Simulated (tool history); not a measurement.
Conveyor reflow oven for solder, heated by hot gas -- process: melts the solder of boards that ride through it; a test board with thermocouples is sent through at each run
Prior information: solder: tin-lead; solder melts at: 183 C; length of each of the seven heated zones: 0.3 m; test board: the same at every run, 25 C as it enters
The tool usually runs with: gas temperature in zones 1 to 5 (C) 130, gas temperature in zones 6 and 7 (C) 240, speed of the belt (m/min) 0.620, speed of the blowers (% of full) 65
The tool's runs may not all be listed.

run	day	gas temperature in zones 1 to 5 (C)	gas temperature in zones 6 and 7 (C)	speed of the belt (m/min)	speed of the blowers (% of full)	highest temperature of the board (C)	time above the solder's melting point (s)
1	0.000	130	240	0.620	65	220.8	43.5
2	0.896	130	240	0.620	65	221.3	43.3
3	1.371	130	240	0.620	65	221.1	42.9
4	2.288	130	240	0.620	65	221.3	43.2
5	2.867	130	240	0.620	65	220.9	44.0
6	3.371	130	240	0.620	65	221.0	44.0
7	3.900	130	240	0.620	65	221.1	43.8
8	4.325	130	239	0.620	70	222.2	43.6
9	5.079	132	237	0.546	65	223.8	52.0
10	5.796	125	241	0.689	61	215.1	34.1
11	6.333	142	240	0.620	85	227.7	50.0
12	7.229	145	240	0.620	66	223.9	49.1
13	8.008	145	240	0.620	63	223.0	48.8

What if the next run were any one of these 3? Each begins from the tool's condition after run 13:
A	8.517	141	237	0.620	74	?	?
B	8.517	120	240	0.698	53	?	?
C	8.517	130	252	0.737	65	?	?

run	highest temperature of the board (C)	time above the solder's melting point (s)
A	222.7	47.2
B	209.7	28.3
C	224.6	38.4
Take away the tool's hidden state, keep each run's random variation, and the runs would have read:
run	highest temperature of the board (C)	time above the solder's melting point (s)
A	222.6	47.2
B	209.6	28.3
C	224.5	38.3
